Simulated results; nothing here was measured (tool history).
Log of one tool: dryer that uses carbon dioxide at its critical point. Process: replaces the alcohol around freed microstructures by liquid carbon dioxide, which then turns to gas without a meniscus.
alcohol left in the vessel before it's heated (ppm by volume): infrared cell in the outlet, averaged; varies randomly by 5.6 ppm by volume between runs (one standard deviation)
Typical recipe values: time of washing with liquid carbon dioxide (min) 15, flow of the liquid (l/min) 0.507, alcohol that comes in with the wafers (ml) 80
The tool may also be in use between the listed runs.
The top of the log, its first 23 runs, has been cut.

run,hour,time of washing with liquid carbon dioxide (min),flow of the liquid (l/min),alcohol that comes in with the wafers (ml),hours of work since the filter was changed,hours of work since the purifier's bed was changed,alcohol left in the vessel before it's heated (ppm by volume)
24,331.7,16,0.455,98,220,451,541
25,348.0,20,0.594,99,227,458,51
26,366.8,20,0.594,99,235,466,66
27,375.1,20,0.594,99,239,470,64
28,390.5,23,0.472,27,246,476,50
29,401.8,23,0.472,27,251,481,54
30,414.4,23,0.538,29,256,487,49
31,434.6,15,0.735,80,265,496,80
32,447.7,15,0.563,82,271,502,264
33,460.5,15,0.843,82,276,507,61
34,474.0,15,0.609,69,282,513,170
# hour 480.3: inlet filter changed
35,486.9,23,0.754,50,3,518,34
36,500.1,23,0.754,50,9,524,50
37,510.3,15,0.677,80,13,529,57
38,522.6,10,0.367,108,19,534,5416
39,541.1,10,0.544,108,27,542,1477

Alternative continuations, all from the tool just after run 39; predict every row:
A,551.4,10,0.554,22,31,547,?
B,551.4,11,0.544,108,31,547,?
C,551.4,22,0.507,80,31,547,?
D,551.4,18,0.351,76,31,547,?
E,551.4,15,0.740,30,31,547,?

run,alcohol left in the vessel before it's heated (ppm by volume)
A,307
B,957
C,60
D,490
E,56
Without the tool's unlogged condition, the same runs would have read:
run,alcohol left in the vessel before it's heated (ppm by volume)
A,245
B,832
C,17
D,406
E,15

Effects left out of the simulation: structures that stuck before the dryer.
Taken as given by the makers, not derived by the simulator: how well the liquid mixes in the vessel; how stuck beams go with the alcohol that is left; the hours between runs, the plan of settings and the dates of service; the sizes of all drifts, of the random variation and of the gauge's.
